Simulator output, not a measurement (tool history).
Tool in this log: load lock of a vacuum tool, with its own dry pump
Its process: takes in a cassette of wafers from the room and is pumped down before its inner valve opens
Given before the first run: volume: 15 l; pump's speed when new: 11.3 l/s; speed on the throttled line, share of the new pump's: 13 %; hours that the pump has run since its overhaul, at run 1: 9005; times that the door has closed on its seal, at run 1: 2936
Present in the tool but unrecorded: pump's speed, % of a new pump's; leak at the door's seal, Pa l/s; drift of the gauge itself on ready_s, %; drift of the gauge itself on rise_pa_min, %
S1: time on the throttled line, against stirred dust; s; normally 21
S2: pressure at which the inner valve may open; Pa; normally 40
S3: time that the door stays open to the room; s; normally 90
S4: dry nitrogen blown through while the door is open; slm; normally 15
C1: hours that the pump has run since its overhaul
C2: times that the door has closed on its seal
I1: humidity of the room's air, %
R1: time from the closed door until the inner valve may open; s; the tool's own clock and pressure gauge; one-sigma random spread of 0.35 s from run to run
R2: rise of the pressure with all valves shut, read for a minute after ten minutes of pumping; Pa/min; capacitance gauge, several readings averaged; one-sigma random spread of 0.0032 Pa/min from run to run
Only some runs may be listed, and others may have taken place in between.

Run 1, hour 0: usual settings; C1 9005; C2 2936; I1 45. Result: R1 29.8 s, R2 0.116 Pa/min.
Run 2, hour 285.9: usual settings; C1 9291; C2 4172; I1 44.1. Result: R1 29 s, R2 0.118 Pa/min.
Run 3, hour 474.7: usual settings; C1 9479; C2 4989; I1 49.7. Result: R1 29.2 s, R2 0.135 Pa/min.
Run 4, hour 844.1: usual settings; C1 9849; C2 6586; I1 45.2. Result: R1 28.6 s, R2 0.134 Pa/min.
Run 5, hour 1075.7: usual settings but S4 22 slm; C1 10080; C2 7587; I1 44.6. Result: R1 29.4 s, R2 0.118 Pa/min.
Run 6, hour 1299.4: usual settings but S2 78 Pa; C1 10304; C2 8555; I1 46.3. Result: R1 28.7 s, R2 0.141 Pa/min.
Run 7, hour 1622.2: usual settings but S2 78 Pa; C1 10627; C2 9950; I1 47.1. Result: R1 28.2 s, R2 0.154 Pa/min.
Run 8, hour 1836.8: usual settings but S2 52 Pa; C1 10842; C2 10878; I1 44.2. Result: R1 29.8 s, R2 0.154 Pa/min.
Run 9, hour 2140.6: usual settings; C1 11145; C2 12191; I1 45.3. Result: R1 29.6 s, R2 0.16 Pa/min.
Run 10, hour 2517.4: usual settings; C1 11522; C2 13821; I1 48.1. Result: R1 30.1 s, R2 0.18 Pa/min.
Run 11, hour 2700.3: usual settings; C1 11705; C2 14612; I1 41.4. Result: R1 29.9 s, R2 0.177 Pa/min.
Run 12, hour 2891.4: usual settings; C1 11896; C2 15437; I1 47.6. Result: R1 30.5 s, R2 0.195 Pa/min.
Run 13, hour 3116.5: usual settings; C1 12121; C2 16411; I1 46.7. Result: R1 29.7 s, R2 0.203 Pa/min.
Run 14, hour 3436.5: usual settings; C1 12441; C2 17794; I1 44.2. Result: R1 29.8 s, R2 0.199 Pa/min.
Run 15, hour 3794.8: usual settings but S1 10 s, S2 69 Pa, S3 168 s, S4 8 slm; C1 12800; C2 19344; I1 44.6. Result: R1 19.7 s, R2 0.283 Pa/min.
Run 16, hour 4118.3: usual settings but S1 14 s, S2 69 Pa, S3 25 s, S4 13 slm; C1 13123; C2 20742; I1 48. Result: R1 23 s, R2 0.191 Pa/min.
Run 17, hour 4399.4: usual settings but S1 38 s, S2 58 Pa, S3 40 s, S4 4 slm; C1 13404; C2 21958; I1 44.4. Result: R1 44.1 s, R2 0.231 Pa/min.
Run 18, hour 4614.9: usual settings but S1 38 s, S2 58 Pa, S3 40 s, S4 12 slm; C1 13620; C2 22889; I1 43. Result: R1 43.6 s, R2 0.221 Pa/min.
Run 19, hour 4847.9: usual settings but S1 38 s, S2 58 Pa, S3 40 s, S4 12 slm; C1 13853; C2 23897; I1 45.5. Result: R1 44 s, R2 0.236 Pa/min.
Run 20, hour 5175.1: usual settings but S1 38 s, S2 58 Pa, S3 40 s, S4 12 slm; C1 14180; C2 25312; I1 47.1. Result: R1 43.3 s, R2 0.253 Pa/min.
Run 21, hour 5341.5: usual settings but S1 16 s, S2 58 Pa, S3 123 s, S4 7 slm; C1 14346; C2 26031; I1 45.7. Result: R1 25.4 s, R2 0.341 Pa/min.

Run 22 is up next; what results do you expect?
Run 22, hour 5612.5: usual settings but S1 14 s, S4 36 slm; C1 14617; C2 27203; I1 46.1. Result: R1 ?, R2 ?.

{"run 22": {"R1": 23.4, "R2": 0.278}}
With the hidden condition absent and the run-to-run variation left alone, this run would have shown R1 22.1 s, R2 0.078 Pa/min.
